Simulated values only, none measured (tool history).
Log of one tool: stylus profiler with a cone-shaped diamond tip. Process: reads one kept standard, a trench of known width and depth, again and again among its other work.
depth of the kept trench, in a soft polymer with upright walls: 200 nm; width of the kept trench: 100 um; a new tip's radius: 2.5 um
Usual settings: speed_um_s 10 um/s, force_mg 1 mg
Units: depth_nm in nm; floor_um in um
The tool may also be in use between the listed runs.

run 1 hour=0 | speed_um_s=10 force_mg=1 | depth_nm=201.07 floor_um=97.12
run 2 hour=72.7 | speed_um_s=10 force_mg=0.56 | depth_nm=200.56 floor_um=97.02
run 3 hour=156 | speed_um_s=4 force_mg=1 | depth_nm=200.92 floor_um=97.04
-- hour=172.2 new tip fitted, height scale calibrated
run 4 hour=255.8 | speed_um_s=10 force_mg=1.71 | depth_nm=202.06 floor_um=97.92
run 5 hour=311.7 | speed_um_s=10 force_mg=1.38 | depth_nm=201.68 floor_um=97.84
run 6 hour=363.3 | speed_um_s=10 force_mg=0.39 | depth_nm=200.71 floor_um=97.76
run 7 hour=459.8 | speed_um_s=10 force_mg=0.39 | depth_nm=200.68 floor_um=97.62
run 8 hour=532.1 | speed_um_s=10 force_mg=1.51 | depth_nm=201.72 floor_um=97.65
run 9 hour=588.2 | speed_um_s=35 force_mg=1.51 | depth_nm=201.69 floor_um=97.39
run 10 hour=681 | speed_um_s=35 force_mg=1.51 | depth_nm=201.72 floor_um=97.35
run 11 hour=782.6 | speed_um_s=35 force_mg=1.51 | depth_nm=201.61 floor_um=97.29
run 12 hour=839.7 | speed_um_s=9 force_mg=1 | depth_nm=201.08 floor_um=97.38
run 13 hour=905.8 | speed_um_s=21 force_mg=1.24 | depth_nm=201.33 floor_um=97.26
run 14 hour=980.2 | speed_um_s=21 force_mg=1.24 | depth_nm=201.33 floor_um=97.19
run 15 hour=1061.1 | speed_um_s=11 force_mg=1.92 | depth_nm=201.86 floor_um=97.22
run 16 hour=1108.3 | speed_um_s=11 force_mg=1.92 | depth_nm=201.85 floor_um=97.18
run 17 hour=1158.5 | speed_um_s=11 force_mg=1.25 | depth_nm=201.18 floor_um=97.1
run 18 hour=1228.5 | speed_um_s=8 force_mg=0.72 | depth_nm=200.6 floor_um=97.06
-- hour=1273.2 new tip fitted, height scale calibrated
run 19 hour=1295.2 | speed_um_s=8 force_mg=0.72 | depth_nm=201.16 floor_um=97.99
run 20 hour=1362.6 | speed_um_s=8 force_mg=1.11 | depth_nm=201.48 floor_um=97.97
run 21 hour=1423.4 | speed_um_s=8 force_mg=1.11 | depth_nm=201.43 floor_um=97.81
run 22 hour=1523.1 | speed_um_s=3 force_mg=0.91 | depth_nm=201.21 floor_um=97.78
run 23 hour=1587.6 | speed_um_s=29 force_mg=1.04 | depth_nm=201.35 floor_um=97.48
run 24 hour=1675.5 | speed_um_s=29 force_mg=1.04 | depth_nm=201.41 floor_um=97.4

Some steps in depth_nm between neighbouring runs. How much of each would the tool show without its hidden state too (settings, what came in, random variation), and how much is left for the hidden state, with any gauge scatter that isn't in both results?
The hidden state here: radius of the tip, um; height scale over the true one, %; drift of the gauge itself on depth_nm, %; drift of the gauge itself on floor_um, %.
Run 3 -> 4: speed_um_s 4 -> 10, force_mg 1 -> 1.71, new tip fitted, height scale calibrated. depth_nm +1.14 nm: hidden state +0.44, all else +0.7.
Run 7 -> 8: force_mg 0.39 -> 1.51. depth_nm +1.04 nm: hidden state -0.03, all else +1.07.
Run 18 -> 19: new tip fitted, height scale calibrated. depth_nm +0.56 nm: hidden state +0.53, all else +0.03.
